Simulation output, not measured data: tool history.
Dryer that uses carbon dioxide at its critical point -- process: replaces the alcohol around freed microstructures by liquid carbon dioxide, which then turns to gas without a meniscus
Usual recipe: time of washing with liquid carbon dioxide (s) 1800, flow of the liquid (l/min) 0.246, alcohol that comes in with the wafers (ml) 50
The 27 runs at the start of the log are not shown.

run     day  time of washing with liquid carbon dioxide (s)  flow of the liquid (l/min)  alcohol that comes in with the wafers (ml)  alcohol left in the vessel before it's heated (ppm by volume)
 28   9.079                                            1980                       0.216                                          68                                                            168
 29   9.338                                            1800                       0.248                                          67                                                            153
 30   9.762                                            2220                       0.242                                          20                                                             63
 31  10.092                                            2220                       0.264                                          83                                                             65
 32  10.508                                            2220                       0.264                                          83                                                             69
 33  10.750                                            1800                       0.246                                          21                                                             99
 34  11.162                                            1800                       0.246                                          21                                                             98
 35  11.646                                            1800                       0.214                                          47                                                            232
 36  11.875                                            2700                       0.413                                          91                                                             59
 37  12.171                                            2700                       0.413                                          91                                                             66
 38  12.408                                            2760                       0.284                                          50                                                             65
 39  12.662                                            1800                       0.246                                          33                                                            123
 40  13.096                                            1920                       0.156                                          50                                                            731
 41  13.542                                            1920                       0.156                                          50                                                            735
 42  13.817                                            1680                       0.320                                          50                                                             92
 43  14.062                                            1680                       0.320                                          50                                                             94
 44  14.525                                            2640                       0.246                                          36                                                             78
 45  14.954                                            2640                       0.246                                          23                                                             72
 46  15.392                                            2640                       0.246                                          23                                                             76
 47  15.733                                            1380                       0.246                                          50                                                            506
 48  16.008                                            1380                       0.246                                          50                                                            523

Here are 3 independent what-if runs from the current tool condition. What would each one return?
  A  16.446                                            1560                       0.263                                          79                                                              ?
  B  16.446                                            2040                       0.237                                          50                                                              ?
  C  16.446                                            1200                       0.240                                          90                                                              ?

run  alcohol left in the vessel before it's heated (ppm by volume)
  A                                                            355
  B                                                            134
  C                                                           1724
Had the tool no hidden state, the same runs would have come out as:
run  alcohol left in the vessel before it's heated (ppm by volume)
  A                                                            143
  B                                                             30
  C                                                           1017

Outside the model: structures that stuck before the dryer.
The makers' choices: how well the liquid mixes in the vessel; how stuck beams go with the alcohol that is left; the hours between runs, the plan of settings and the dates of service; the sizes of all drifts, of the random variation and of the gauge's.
